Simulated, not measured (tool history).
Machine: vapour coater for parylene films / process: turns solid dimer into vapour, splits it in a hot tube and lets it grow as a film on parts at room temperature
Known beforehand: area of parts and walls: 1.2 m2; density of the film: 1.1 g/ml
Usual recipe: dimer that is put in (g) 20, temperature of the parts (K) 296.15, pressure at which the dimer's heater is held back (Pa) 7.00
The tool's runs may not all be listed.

| run | day | dimer that is put in (g) | temperature of the parts (K) | pressure at which the dimer's heater is held back (Pa) | thickness of the film (um) |
|---|---|---|---|---|---|
| 1 | 0.000 | 20 | 296.15 | 7.00 | 10.79 |
| 2 | 1.004 | 20 | 296.15 | 7.00 | 10.80 |
| 3 | 2.692 | 25 | 296.15 | 7.00 | 13.44 |
| 4 | 3.667 | 25 | 296.15 | 7.00 | 13.39 |
| 5 | 4.904 | 25 | 296.15 | 7.00 | 13.39 |
| 6 | 6.262 | 25 | 296.15 | 7.00 | 13.32 |
| 7 | 7.992 | 25 | 296.15 | 7.00 | 13.34 |
| 8 | 8.762 | 25 | 296.15 | 7.00 | 13.36 |
| 9 | 10.029 | 25 | 296.15 | 7.00 | 13.34 |
| 10 | 10.829 | 25 | 296.15 | 7.00 | 13.25 |
| 11 | 11.988 | 14 | 296.15 | 7.00 | 7.42 |
| 12 | 12.883 | 14 | 296.15 | 7.00 | 7.41 |
| 13 | 14.525 | 9 | 296.15 | 7.00 | 4.78 |
| 14 | 15.450 | 9 | 296.15 | 7.00 | 4.73 |
| 15 | 16.233 | 20 | 296.15 | 7.00 | 10.58 |
| 16 | 17.338 | 20 | 297.15 | 10.63 | 9.51 |
| 17 | 18.167 | 13 | 306.15 | 4.81 | 6.16 |
| 18 | 19.075 | 13 | 306.15 | 4.81 | 6.12 |
| 19 | 19.954 | 13 | 306.15 | 4.81 | 6.17 |
| 20 | 20.712 | 13 | 306.15 | 4.81 | 6.11 |
| 21 | 22.121 | 12 | 293.15 | 5.43 | 6.95 |
| 22 | 23.867 | 12 | 293.15 | 5.43 | 6.90 |
| 23 | 24.804 | 20 | 299.15 | 7.00 | 9.90 |
| 24 | 26.404 | 10 | 303.15 | 6.99 | 4.61 |
| 25 | 27.175 | 23 | 303.15 | 3.11 | 12.25 |
| 26 | 28.383 | 23 | 291.15 | 5.93 | 13.47 |
| 27 | 29.408 | 8 | 296.15 | 4.54 | 4.48 |
| 28 | 30.933 | 8 | 296.15 | 4.54 | 4.47 |
| 29 | 32.317 | 8 | 296.15 | 4.54 | 4.42 |

Here are 5 independent what-if runs from the current tool condition. What would each one return?
| A | 33.696 | 14 | 296.15 | 7.00 | ? |
| B | 33.696 | 31 | 301.15 | 5.66 | ? |
| C | 33.696 | 16 | 300.15 | 2.27 | ? |
| D | 33.696 | 10 | 296.15 | 2.71 | ? |
| E | 33.696 | 17 | 296.15 | 4.54 | ? |

| run | thickness of the film (um) |
|---|---|
| A | 7.15 |
| B | 15.19 |
| C | 9.43 |
| D | 6.09 |
| E | 9.46 |
Without the tool's unlogged condition, the same runs would have read:
| run | thickness of the film (um) |
|---|---|
| A | 7.58 |
| B | 16.09 |
| C | 9.98 |
| D | 6.45 |
| E | 10.02 |
